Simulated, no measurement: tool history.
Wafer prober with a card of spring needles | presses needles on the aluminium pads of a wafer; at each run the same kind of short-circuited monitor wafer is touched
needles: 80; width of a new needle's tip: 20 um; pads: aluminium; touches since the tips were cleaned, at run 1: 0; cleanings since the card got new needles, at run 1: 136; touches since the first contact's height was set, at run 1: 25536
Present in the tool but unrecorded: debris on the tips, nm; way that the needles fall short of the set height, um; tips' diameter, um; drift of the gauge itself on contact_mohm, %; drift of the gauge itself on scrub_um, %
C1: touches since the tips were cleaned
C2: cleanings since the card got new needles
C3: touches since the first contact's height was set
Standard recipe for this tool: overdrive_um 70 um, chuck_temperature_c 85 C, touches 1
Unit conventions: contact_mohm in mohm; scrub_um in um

{"run": 1, "hour": 0.0, "overdrive_um": 70, "chuck_temperature_c": 85, "touches": 1, "C1": 0, "C2": 136, "C3": 25536, "contact_mohm": 238, "scrub_um": 17.84}
{"hour": 8.3, "done": "tips cleaned on abrasive film"}
{"hour": 16.9, "done": "tips cleaned on abrasive film"}
{"run": 2, "hour": 16.9, "overdrive_um": 70, "chuck_temperature_c": 50, "touches": 1, "C1": 0, "C2": 138, "C3": 32945, "contact_mohm": 225, "scrub_um": 17.86}
{"hour": 25.6, "done": "tips cleaned on abrasive film"}
{"hour": 32.7, "done": "tips cleaned on abrasive film"}
{"hour": 41.2, "done": "tips cleaned on abrasive film"}
{"run": 3, "hour": 41.7, "overdrive_um": 70, "chuck_temperature_c": 85, "touches": 1, "C1": 234, "C2": 141, "C3": 43819, "contact_mohm": 235, "scrub_um": 17.88}
{"hour": 48.6, "done": "tips cleaned on abrasive film"}
{"hour": 57.2, "done": "tips cleaned on abrasive film"}
{"hour": 65.8, "done": "tips cleaned on abrasive film"}
{"run": 4, "hour": 66.1, "overdrive_um": 70, "chuck_temperature_c": 85, "touches": 1, "C1": 139, "C2": 144, "C3": 54512, "contact_mohm": 236, "scrub_um": 17.86}
{"hour": 73.1, "done": "tips cleaned on abrasive film"}
{"hour": 82.0, "done": "tips cleaned on abrasive film"}
{"run": 5, "hour": 85.9, "overdrive_um": 70, "chuck_temperature_c": 85, "touches": 2, "C1": 1753, "C2": 146, "C3": 63225, "contact_mohm": 236, "scrub_um": 17.81}
{"hour": 89.5, "done": "tips cleaned on abrasive film"}
{"hour": 96.5, "done": "height of the first contact set anew"}
{"hour": 98.0, "done": "tips cleaned on abrasive film"}
{"run": 6, "hour": 100.0, "overdrive_um": 70, "chuck_temperature_c": 85, "touches": 2, "C1": 898, "C2": 148, "C3": 1512, "contact_mohm": 234, "scrub_um": 17.79}
{"hour": 106.8, "done": "tips cleaned on abrasive film"}
{"hour": 115.5, "done": "tips cleaned on abrasive film"}
{"run": 7, "hour": 120.6, "overdrive_um": 70, "chuck_temperature_c": 85, "touches": 1, "C1": 2236, "C2": 150, "C3": 10541, "contact_mohm": 238, "scrub_um": 17.82}
{"hour": 124.2, "done": "tips cleaned on abrasive film"}
{"hour": 132.3, "done": "tips cleaned on abrasive film"}
{"run": 8, "hour": 134.1, "overdrive_um": 70, "chuck_temperature_c": 85, "touches": 1, "C1": 780, "C2": 152, "C3": 16446, "contact_mohm": 236, "scrub_um": 17.81}
{"hour": 141.0, "done": "tips cleaned on abrasive film"}
{"hour": 148.2, "done": "tips cleaned on abrasive film"}
{"run": 9, "hour": 150.6, "overdrive_um": 70, "chuck_temperature_c": 85, "touches": 2, "C1": 1083, "C2": 154, "C3": 23692, "contact_mohm": 237, "scrub_um": 17.84}
{"hour": 155.7, "done": "tips cleaned on abrasive film"}
{"hour": 164.5, "done": "tips cleaned on abrasive film"}
{"hour": 172.2, "done": "tips cleaned on abrasive film"}
{"run": 10, "hour": 172.2, "overdrive_um": 70, "chuck_temperature_c": 85, "touches": 2, "C1": 0, "C2": 157, "C3": 33123, "contact_mohm": 235, "scrub_um": 17.77}
{"hour": 180.8, "done": "tips cleaned on abrasive film"}
{"hour": 188.6, "done": "tips cleaned on abrasive film"}
{"run": 11, "hour": 191.8, "overdrive_um": 70, "chuck_temperature_c": 85, "touches": 2, "C1": 1407, "C2": 159, "C3": 41736, "contact_mohm": 240, "scrub_um": 17.74}
{"hour": 196.7, "done": "tips cleaned on abrasive film"}
{"hour": 205.4, "done": "tips cleaned on abrasive film"}
{"hour": 212.6, "done": "tips cleaned on abrasive film"}
{"run": 12, "hour": 218.0, "overdrive_um": 70, "chuck_temperature_c": 85, "touches": 2, "C1": 2414, "C2": 162, "C3": 53251, "contact_mohm": 235, "scrub_um": 17.76}
{"hour": 219.9, "done": "tips cleaned on abrasive film"}
{"hour": 228.7, "done": "tips cleaned on abrasive film"}
{"hour": 237.0, "done": "tips cleaned on abrasive film"}
{"hour": 245.7, "done": "tips cleaned on abrasive film"}
{"run": 13, "hour": 248.3, "overdrive_um": 70, "chuck_temperature_c": 85, "touches": 2, "C1": 1163, "C2": 166, "C3": 66512, "contact_mohm": 233, "scrub_um": 17.79}
{"hour": 252.1, "done": "height of the first contact set anew"}
{"hour": 253.5, "done": "tips cleaned on abrasive film"}
{"hour": 262.3, "done": "tips cleaned on abrasive film"}
{"run": 14, "hour": 262.6, "overdrive_um": 72, "chuck_temperature_c": 66, "touches": 2, "C1": 111, "C2": 168, "C3": 4554, "contact_mohm": 234, "scrub_um": 18.23}
{"hour": 270.9, "done": "tips cleaned on abrasive film"}
{"hour": 278.7, "done": "tips cleaned on abrasive film"}
{"run": 15, "hour": 278.7, "overdrive_um": 72, "chuck_temperature_c": 66, "touches": 2, "C1": 0, "C2": 170, "C3": 11643, "contact_mohm": 235, "scrub_um": 18.25}
{"hour": 287.5, "done": "tips cleaned on abrasive film"}
{"run": 16, "hour": 292.0, "overdrive_um": 72, "chuck_temperature_c": 66, "touches": 2, "C1": 2002, "C2": 171, "C3": 17498, "contact_mohm": 227, "scrub_um": 18.19}
{"hour": 295.6, "done": "tips cleaned on abrasive film"}
{"hour": 304.4, "done": "tips cleaned on abrasive film"}
{"run": 17, "hour": 309.5, "overdrive_um": 70, "chuck_temperature_c": 40, "touches": 2, "C1": 2279, "C2": 173, "C3": 25157, "contact_mohm": 226, "scrub_um": 17.74}
{"hour": 312.5, "done": "tips cleaned on abrasive film"}
{"hour": 320.1, "done": "tips cleaned on abrasive film"}
{"hour": 328.4, "done": "tips cleaned on abrasive film"}
{"run": 18, "hour": 334.4, "overdrive_um": 62, "chuck_temperature_c": 71, "touches": 2, "C1": 2660, "C2": 176, "C3": 36072, "contact_mohm": 236, "scrub_um": 15.68}
{"hour": 336.2, "done": "tips cleaned on abrasive film"}
{"hour": 343.9, "done": "tips cleaned on abrasive film"}
{"run": 19, "hour": 348.4, "overdrive_um": 62, "chuck_temperature_c": 71, "touches": 2, "C1": 1984, "C2": 178, "C3": 42198, "contact_mohm": 236, "scrub_um": 15.7}
{"hour": 352.0, "done": "tips cleaned on abrasive film"}
{"hour": 360.8, "done": "tips cleaned on abrasive film"}
{"hour": 369.4, "done": "tips cleaned on abrasive film"}
{"hour": 377.6, "done": "tips cleaned on abrasive film"}
{"run": 20, "hour": 381.3, "overdrive_um": 67, "chuck_temperature_c": 28, "touches": 1, "C1": 1644, "C2": 182, "C3": 56634, "contact_mohm": 223, "scrub_um": 16.95}
{"hour": 384.9, "done": "tips cleaned on abrasive film"}
{"hour": 393.7, "done": "tips cleaned on abrasive film"}
{"hour": 402.5, "done": "tips cleaned on abrasive film"}
{"run": 21, "hour": 403.9, "overdrive_um": 67, "chuck_temperature_c": 110, "touches": 2, "C1": 661, "C2": 185, "C3": 66540, "contact_mohm": 246, "scrub_um": 16.94}
{"hour": 407.8, "done": "height of the first contact set anew"}
{"hour": 411.2, "done": "tips cleaned on abrasive film"}
{"hour": 419.3, "done": "tips cleaned on abrasive film"}
{"hour": 428.2, "done": "tips cleaned on abrasive film"}
{"run": 22, "hour": 433.0, "overdrive_um": 70, "chuck_temperature_c": 39, "touches": 2, "C1": 2133, "C2": 188, "C3": 11079, "contact_mohm": 226, "scrub_um": 17.67}
{"hour": 436.6, "done": "tips cleaned on abrasive film"}
{"hour": 445.2, "done": "tips cleaned on abrasive film"}
{"hour": 453.6, "done": "tips cleaned on abrasive film"}
{"hour": 461.8, "done": "tips cleaned on abrasive film"}
{"run": 23, "hour": 463.4, "overdrive_um": 70, "chuck_temperature_c": 27, "touches": 3, "C1": 730, "C2": 192, "C3": 24391, "contact_mohm": 224, "scrub_um": 17.68}
{"hour": 470.6, "done": "tips cleaned on abrasive film"}
{"hour": 479.0, "done": "tips cleaned on abrasive film"}
{"hour": 487.5, "done": "tips cleaned on abrasive film"}
{"hour": 494.6, "done": "tips cleaned on abrasive film"}
{"run": 24, "hour": 495.2, "overdrive_um": 70, "chuck_temperature_c": 27, "touches": 3, "C1": 274, "C2": 196, "C3": 38316, "contact_mohm": 223, "scrub_um": 17.68}

What differs in the tool's unlogged condition from the final listed run ahead of each entry between runs to the first listed run following it?
Logged between run 1 and run 2: tips cleaned on abrasive film (hour 8.3); tips cleaned on abrasive film (hour 16.9)
  debris on the tips, nm: 0.2 -> 0.1; tips' diameter, um: 20.05 -> 20.06; drift of the gauge itself on scrub_um, %: 0 -> -0.04
  difference, measured minus the result without the unlogged condition, scrub_um: +0 -> -0.01 um
Logged between run 2 and run 3: tips cleaned on abrasive film (hour 25.6); tips cleaned on abrasive film (hour 32.7); tips cleaned on abrasive film (hour 41.2)
  debris on the tips, nm: 0.1 -> 0.2; drift of the gauge itself on scrub_um, %: -0.04 -> -0.09
  difference, measured minus the result without the unlogged condition, scrub_um: -0.01 -> -0.02 um
Logged between run 3 and run 4: tips cleaned on abrasive film (hour 48.6); tips cleaned on abrasive film (hour 57.2); tips cleaned on abrasive film (hour 65.8)
  way that the needles fall short of the set height, um: 0.01 -> 0.02; drift of the gauge itself on scrub_um, %: -0.09 -> -0.14
  difference, measured minus the result without the unlogged condition, scrub_um: -0.02 -> -0.03 um
Logged between run 4 and run 5: tips cleaned on abrasive film (hour 73.1); tips cleaned on abrasive film (hour 82)
  debris on the tips, nm: 0.2 -> 1; drift of the gauge itself on scrub_um, %: -0.14 -> -0.19
  difference, measured minus the result without the unlogged condition, scrub_um: -0.03 -> -0.04 um
Logged between run 5 and run 6: tips cleaned on abrasive film (hour 89.5); height of the first contact set anew (hour 96.5); tips cleaned on abrasive film (hour 98)
  debris on the tips, nm: 1 -> 0.6; way that the needles fall short of the set height, um: 0.02 -> 0; drift of the gauge itself on scrub_um, %: -0.19 -> -0.22
  difference, measured minus the result without the unlogged condition, scrub_um: -0.04 -> -0.04 um
Logged between run 6 and run 7: tips cleaned on abrasive film (hour 106.8); tips cleaned on abrasive film (hour 115.5)
  debris on the tips, nm: 0.6 -> 1.1; drift of the gauge itself on scrub_um, %: -0.22 -> -0.26
  difference, measured minus the result without the unlogged condition, scrub_um: -0.04 -> -0.05 um
Logged between run 7 and run 8: tips cleaned on abrasive film (hour 124.2); tips cleaned on abrasive film (hour 132.3)
  debris on the tips, nm: 1.1 -> 0.5; way that the needles fall short of the set height, um: 0 -> 0.01; drift of the gauge itself on scrub_um, %: -0.26 -> -0.29
  difference, measured minus the result without the unlogged condition, scrub_um: -0.05 -> -0.05 um
Logged between run 8 and run 9: tips cleaned on abrasive film (hour 141); tips cleaned on abrasive film (hour 148.2)
  debris on the tips, nm: 0.5 -> 0.6; drift of the gauge itself on scrub_um, %: -0.29 -> -0.33
  difference, measured minus the result without the unlogged condition, scrub_um: -0.05 -> -0.06 um
Logged between run 9 and run 10: tips cleaned on abrasive film (hour 155.7); tips cleaned on abrasive film (hour 164.5); tips cleaned on abrasive film (hour 172.2)
  debris on the tips, nm: 0.6 -> 0.1; drift of the gauge itself on scrub_um, %: -0.33 -> -0.37
  difference, measured minus the result without the unlogged condition, scrub_um: -0.06 -> -0.07 um
Logged between run 10 and run 11: tips cleaned on abrasive film (hour 180.8); tips cleaned on abrasive film (hour 188.6)
  debris on the tips, nm: 0.1 -> 0.8; drift of the gauge itself on scrub_um, %: -0.37 -> -0.42
  difference, measured minus the result without the unlogged condition, scrub_um: -0.07 -> -0.08 um
Logged between run 11 and run 12: tips cleaned on abrasive film (hour 196.7); tips cleaned on abrasive film (hour 205.4); tips cleaned on abrasive film (hour 212.6)
  debris on the tips, nm: 0.8 -> 1.2; way that the needles fall short of the set height, um: 0.01 -> 0.02; drift of the gauge itself on scrub_um, %: -0.42 -> -0.47
  difference, measured minus the result without the unlogged condition, scrub_um: -0.08 -> -0.09 um
Logged between run 12 and run 13: tips cleaned on abrasive film (hour 219.9); tips cleaned on abrasive film (hour 228.7); tips cleaned on abrasive film (hour 237); tips cleaned on abrasive film (hour 245.7)
  debris on the tips, nm: 1.2 -> 0.7; tips' diameter, um: 20.06 -> 20.07; drift of the gauge itself on scrub_um, %: -0.47 -> -0.54
  difference, measured minus the result without the unlogged condition, scrub_um: -0.09 -> -0.1 um
Logged between run 13 and run 14: height of the first contact set anew (hour 252.1); tips cleaned on abrasive film (hour 253.5); tips cleaned on abrasive film (hour 262.3)
  debris on the tips, nm: 0.7 -> 0.2; way that the needles fall short of the set height, um: 0.02 -> 0; drift of the gauge itself on scrub_um, %: -0.54 -> -0.57
  difference, measured minus the result without the unlogged condition, scrub_um: -0.1 -> -0.11 um
Logged between run 14 and run 15: tips cleaned on abrasive film (hour 270.9); tips cleaned on abrasive film (hour 278.7)
  debris on the tips, nm: 0.2 -> 0.1; drift of the gauge itself on scrub_um, %: -0.57 -> -0.61
  difference, measured minus the result without the unlogged condition, scrub_um: -0.11 -> -0.11 um
Logged between run 15 and run 16: tips cleaned on abrasive film (hour 287.5)
  debris on the tips, nm: 0.1 -> 1.1; way that the needles fall short of the set height, um: 0 -> 0.01; drift of the gauge itself on scrub_um, %: -0.61 -> -0.63
  difference, measured minus the result without the unlogged condition, scrub_um: -0.11 -> -0.12 um
Logged between run 16 and run 17: tips cleaned on abrasive film (hour 295.6); tips cleaned on abrasive film (hour 304.4)
  debris on the tips, nm: 1.1 -> 1; drift of the gauge itself on scrub_um, %: -0.63 -> -0.67
  difference, measured minus the result without the unlogged condition, scrub_um: -0.12 -> -0.12 um
Logged between run 17 and run 18: tips cleaned on abrasive film (hour 312.5); tips cleaned on abrasive film (hour 320.1); tips cleaned on abrasive film (hour 328.4)
  debris on the tips, nm: 1 -> 1.2; drift of the gauge itself on scrub_um, %: -0.67 -> -0.73
  difference, measured minus the result without the unlogged condition, scrub_um: -0.12 -> -0.12 um
Logged between run 18 and run 19: tips cleaned on abrasive film (hour 336.2); tips cleaned on abrasive film (hour 343.9)
  debris on the tips, nm: 1.2 -> 0.9; drift of the gauge itself on scrub_um, %: -0.73 -> -0.76
  difference, measured minus the result without the unlogged condition, scrub_um: -0.12 -> -0.12 um
Logged between run 19 and run 20: tips cleaned on abrasive film (hour 352); tips cleaned on abrasive film (hour 360.8); tips cleaned on abrasive film (hour 369.4); tips cleaned on abrasive film (hour 377.6)
  way that the needles fall short of the set height, um: 0.01 -> 0.02; drift of the gauge itself on scrub_um, %: -0.76 -> -0.83
  difference, measured minus the result without the unlogged condition, scrub_um: -0.12 -> -0.14 um
Logged between run 20 and run 21: tips cleaned on abrasive film (hour 384.9); tips cleaned on abrasive film (hour 393.7); tips cleaned on abrasive film (hour 402.5)
  debris on the tips, nm: 0.9 -> 0.5; drift of the gauge itself on scrub_um, %: -0.83 -> -0.88
  difference, measured minus the result without the unlogged condition, scrub_um: -0.14 -> -0.15 um
Logged between run 21 and run 22: height of the first contact set anew (hour 407.8); tips cleaned on abrasive film (hour 411.2); tips cleaned on abrasive film (hour 419.3); tips cleaned on abrasive film (hour 428.2)
  debris on the tips, nm: 0.5 -> 1.1; way that the needles fall short of the set height, um: 0.02 -> 0; drift of the gauge itself on scrub_um, %: -0.88 -> -0.94
  difference, measured minus the result without the unlogged condition, scrub_um: -0.15 -> -0.17 um
Logged between run 22 and run 23: tips cleaned on abrasive film (hour 436.6); tips cleaned on abrasive film (hour 445.2); tips cleaned on abrasive film (hour 453.6); tips cleaned on abrasive film (hour 461.8)
  debris on the tips, nm: 1.1 -> 0.4; way that the needles fall short of the set height, um: 0 -> 0.01; tips' diameter, um: 20.07 -> 20.08; drift of the gauge itself on scrub_um, %: -0.94 -> -1.01
  difference, measured minus the result without the unlogged condition, scrub_um: -0.17 -> -0.18 um
Logged between run 23 and run 24: tips cleaned on abrasive film (hour 470.6); tips cleaned on abrasive film (hour 479); tips cleaned on abrasive film (hour 487.5); tips cleaned on abrasive film (hour 494.6)
  debris on the tips, nm: 0.4 -> 0.2; drift of the gauge itself on scrub_um, %: -1.01 -> -1.08
  difference, measured minus the result without the unlogged condition, scrub_um: -0.18 -> -0.2 um
